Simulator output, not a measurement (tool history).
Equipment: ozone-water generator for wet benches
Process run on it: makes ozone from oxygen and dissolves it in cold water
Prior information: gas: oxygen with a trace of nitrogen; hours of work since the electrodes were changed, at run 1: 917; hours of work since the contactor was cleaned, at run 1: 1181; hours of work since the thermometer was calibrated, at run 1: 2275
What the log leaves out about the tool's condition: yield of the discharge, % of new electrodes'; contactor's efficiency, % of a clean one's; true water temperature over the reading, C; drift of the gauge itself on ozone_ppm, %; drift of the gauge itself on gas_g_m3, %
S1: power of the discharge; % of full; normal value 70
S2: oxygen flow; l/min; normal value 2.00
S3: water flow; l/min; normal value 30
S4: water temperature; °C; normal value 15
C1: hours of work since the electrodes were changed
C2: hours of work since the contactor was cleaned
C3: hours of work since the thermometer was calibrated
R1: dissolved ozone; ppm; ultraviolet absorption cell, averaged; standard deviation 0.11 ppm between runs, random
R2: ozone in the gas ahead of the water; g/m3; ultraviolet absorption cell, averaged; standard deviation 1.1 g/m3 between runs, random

run,day,S1,S2,S3,S4,C1,C2,C3,R1,R2
1,0.000,70,2.00,30,15,917,1181,2275,9.0,193.0
2,1.338,70,2.00,30,15,942,1206,2300,9.2,191.5
3,1.954,70,2.00,30,15,954,1218,2311,8.9,190.7
4,2.812,70,2.00,30,15,970,1234,2327,9.2,191.2
5,3.992,70,2.00,30,13,992,1256,2349,9.1,192.8
6,5.250,70,2.00,30,13,1015,1279,2373,9.0,192.4
7,6.350,70,2.00,30,13,1036,1300,2394,9.2,192.5
8,7.233,70,2.00,30,13,1052,1316,2410,9.1,189.7
9,8.388,70,2.00,30,13,1074,1338,2432,9.2,191.2
10,9.304,70,2.00,45,13,1091,1355,2449,5.8,192.5
11,10.508,70,2.00,45,13,1114,1378,2471,5.8,191.4
12,11.742,70,2.00,45,13,1137,1401,2494,5.6,190.9
13,12.754,70,2.00,45,13,1156,1420,2513,5.7,189.5
14,14.167,70,2.00,45,13,1182,1446,2540,5.8,191.7
15,14.988,70,2.00,22,15,1197,1461,2555,12.2,191.0
16,16.346,70,2.00,32,15,1223,1487,2580,8.4,190.5
17,17.358,70,1.21,32,15,1242,1506,2599,7.5,268.9
18,18.825,98,2.60,23,8,1269,1533,2627,15.9,195.0
19,19.958,54,1.84,25,15,1290,1554,2648,9.2,174.7
20,21.404,82,2.71,25,8,1317,1581,2675,12.8,170.7
21,22.350,80,1.32,28,13,1335,1599,2693,9.8,273.3
22,23.329,80,1.32,28,13,1353,1617,2711,9.8,273.4
23,24.100,41,1.34,36,16,1368,1632,2725,4.9,183.2
24,25.004,41,1.34,40,12,1385,1649,2742,4.4,183.7
25,26.462,99,2.00,30,11,1412,1676,2770,11.0,233.0
26,27.421,99,2.00,30,11,1430,1694,2787,11.0,233.2
27,28.642,99,2.00,30,11,1453,1717,2810,11.1,231.3
28,30.121,83,3.53,44,15,1480,1744,2838,7.1,142.7
29,31.500,83,3.53,44,15,1506,1770,2864,7.1,144.2
30,32.767,83,3.53,44,16,1530,1794,2887,7.0,142.8

Predict each of these 5 candidate next runs independently; none follows another, all start after run 30:
A,33.967,98,2.00,30,17,1552,1816,2910,?,?
B,33.967,83,3.03,36,11,1552,1816,2910,?,?
C,33.967,70,2.00,34,10,1552,1816,2910,?,?
D,33.967,83,3.53,44,12,1552,1816,2910,?,?
E,33.967,70,3.48,20,15,1552,1816,2910,?,?

run,R1,R2
A,10.6,231.5
B,8.8,157.5
C,7.7,189.0
D,7.1,142.9
E,13.8,131.5
With the hidden condition removed and each run's random variation left untouched, the same runs would have given:
run,R1,R2
A,10.9,234.4
B,9.0,159.3
C,7.9,191.0
D,7.3,144.6
E,14.1,132.9
